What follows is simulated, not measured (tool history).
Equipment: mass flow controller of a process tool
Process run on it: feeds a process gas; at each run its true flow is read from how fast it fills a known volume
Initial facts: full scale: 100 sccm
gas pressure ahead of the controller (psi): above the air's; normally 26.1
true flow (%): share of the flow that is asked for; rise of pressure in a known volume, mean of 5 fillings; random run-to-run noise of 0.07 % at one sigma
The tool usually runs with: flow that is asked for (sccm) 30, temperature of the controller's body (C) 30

run    hour  flow that is asked for (sccm)  gas pressure ahead of the controller (psi)  temperature of the controller's body (C)  true flow (%)
  1     0.0                             30                                        26.1                                        30          98.83
  2    62.5                             68                                        26.1                                        30          99.68
  3   113.5                             30                                        26.1                                        21          98.54
  4   204.3                             22                                        26.1                                        30          98.98
  5   281.5                             22                                        26.1                                        30          99.15
  6   369.5                             22                                        26.1                                        30          99.09
  7   417.4                             22                                        26.1                                        30          99.00
  8   495.8                             22                                        26.1                                        30          99.11
  9   588.2                             30                                        36.8                                        30          99.78
 10   686.6                             30                                        36.8                                        30         100.11
 11   768.8                             30                                        36.8                                        30         100.05
 12   861.3                             30                                        36.8                                        30         100.08
 13   906.3                             30                                        40.3                                        30         100.47
 14   968.6                             30                                        40.3                                        30         100.47
 15  1043.7                             14                                        40.3                                        30         100.24
 16  1118.1                             14                                        40.3                                        30         100.24
 17  1171.3                             20                                        22.9                                        21          99.04
 18  1229.1                             37                                        28.9                                        25         100.00
 19  1288.6                             37                                        27.7                                        20          99.62
 20  1353.5                             12                                        25.5                                        20          99.31
 21  1454.3                             57                                        28.1                                        32         100.90
 22  1508.2                             39                                        26.1                                        21          99.91
 23  1564.1                             11                                        40.2                                        25         100.26

Measured less the same run without the tool's hidden state. The same run-to-run variation is in both; the gauge's scatter may not be:
The hidden state here: flow at rest that the sensor doesn't see, % of full scale; true flow over the shown one, %; drift of the gauge itself on true_pct, %.
run  true flow (%)
  1          +0.00
  2          +0.05
  3          +0.10
  4          +0.18
  5          +0.25
  6          +0.32
  7          +0.37
  8          +0.44
  9          +0.52
 10          +0.61
 11          +0.68
 12          +0.76
 13          +0.80
 14          +0.86
 15          +0.91
 16          +0.98
 17          +1.02
 18          +1.08
 19          +1.13
 20          +1.18
 21          +1.29
 22          +1.33
 23          +1.37
